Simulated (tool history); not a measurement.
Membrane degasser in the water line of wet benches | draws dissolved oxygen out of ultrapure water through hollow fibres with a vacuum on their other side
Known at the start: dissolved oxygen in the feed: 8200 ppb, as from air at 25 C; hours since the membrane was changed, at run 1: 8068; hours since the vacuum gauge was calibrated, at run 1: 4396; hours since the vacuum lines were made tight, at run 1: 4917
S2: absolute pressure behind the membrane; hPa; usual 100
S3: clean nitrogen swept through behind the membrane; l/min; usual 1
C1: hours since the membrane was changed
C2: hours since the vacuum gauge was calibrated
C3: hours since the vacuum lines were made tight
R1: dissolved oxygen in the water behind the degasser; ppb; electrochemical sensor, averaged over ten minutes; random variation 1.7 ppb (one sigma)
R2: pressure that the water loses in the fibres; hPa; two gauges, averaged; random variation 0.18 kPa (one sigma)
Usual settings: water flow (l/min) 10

{"run": 1, "hour": 0.0, "water flow (l/min)": 10, "S2": 100, "S3": 1, "C1": 8068, "C2": 4396, "C3": 4917, "R1": 184.2, "R2": 315.1}
{"run": 2, "hour": 161.2, "water flow (l/min)": 10, "S2": 100, "S3": 1, "C1": 8229, "C2": 4558, "C3": 5078, "R1": 189.4, "R2": 317.3}
{"run": 3, "hour": 319.2, "water flow (l/min)": 10, "S2": 100, "S3": 1, "C1": 8387, "C2": 4716, "C3": 5236, "R1": 185.8, "R2": 316.8}
{"run": 4, "hour": 536.3, "water flow (l/min)": 10, "S2": 100, "S3": 1, "C1": 8604, "C2": 4933, "C3": 5454, "R1": 188.6, "R2": 314}
{"run": 5, "hour": 719.7, "water flow (l/min)": 10, "S2": 100, "S3": 1.06, "C1": 8788, "C2": 5116, "C3": 5637, "R1": 177.1, "R2": 318.2}
{"run": 6, "hour": 933.5, "water flow (l/min)": 10, "S2": 100, "S3": 1.06, "C1": 9002, "C2": 5330, "C3": 5851, "R1": 179.6, "R2": 318.5}
{"run": 7, "hour": 1147.4, "water flow (l/min)": 10, "S2": 100, "S3": 1.06, "C1": 9215, "C2": 5544, "C3": 6065, "R1": 181.4, "R2": 319.2}
{"run": 8, "hour": 1278.6, "water flow (l/min)": 9, "S2": 100, "S3": 1, "C1": 9347, "C2": 5675, "C3": 6196, "R1": 164.7, "R2": 283.1}
{"run": 9, "hour": 1489.6, "water flow (l/min)": 14, "S2": 100, "S3": 1, "C1": 9558, "C2": 5886, "C3": 6407, "R1": 287.1, "R2": 445.4}
{"run": 10, "hour": 1623.4, "water flow (l/min)": 10, "S2": 100, "S3": 1, "C1": 9691, "C2": 6020, "C3": 6541, "R1": 191.6, "R2": 318.9}
{"run": 11, "hour": 1793.4, "water flow (l/min)": 7, "S2": 100, "S3": 2.52, "C1": 9862, "C2": 6190, "C3": 6711, "R1": 57.2, "R2": 222}

Forecast run 12:
{"run": 12, "hour": 1886.6, "water flow (l/min)": 9, "S2": 100, "S3": 0.63, "C1": 9955, "C2": 6283, "C3": 6804, "R1": "?", "R2": "?"}

Run 12 gave R1 247.1 ppb, R2 285.5 hPa.
Without the tool's hidden state the same run would have given R1 226.2 ppb, R2 270.2 hPa.

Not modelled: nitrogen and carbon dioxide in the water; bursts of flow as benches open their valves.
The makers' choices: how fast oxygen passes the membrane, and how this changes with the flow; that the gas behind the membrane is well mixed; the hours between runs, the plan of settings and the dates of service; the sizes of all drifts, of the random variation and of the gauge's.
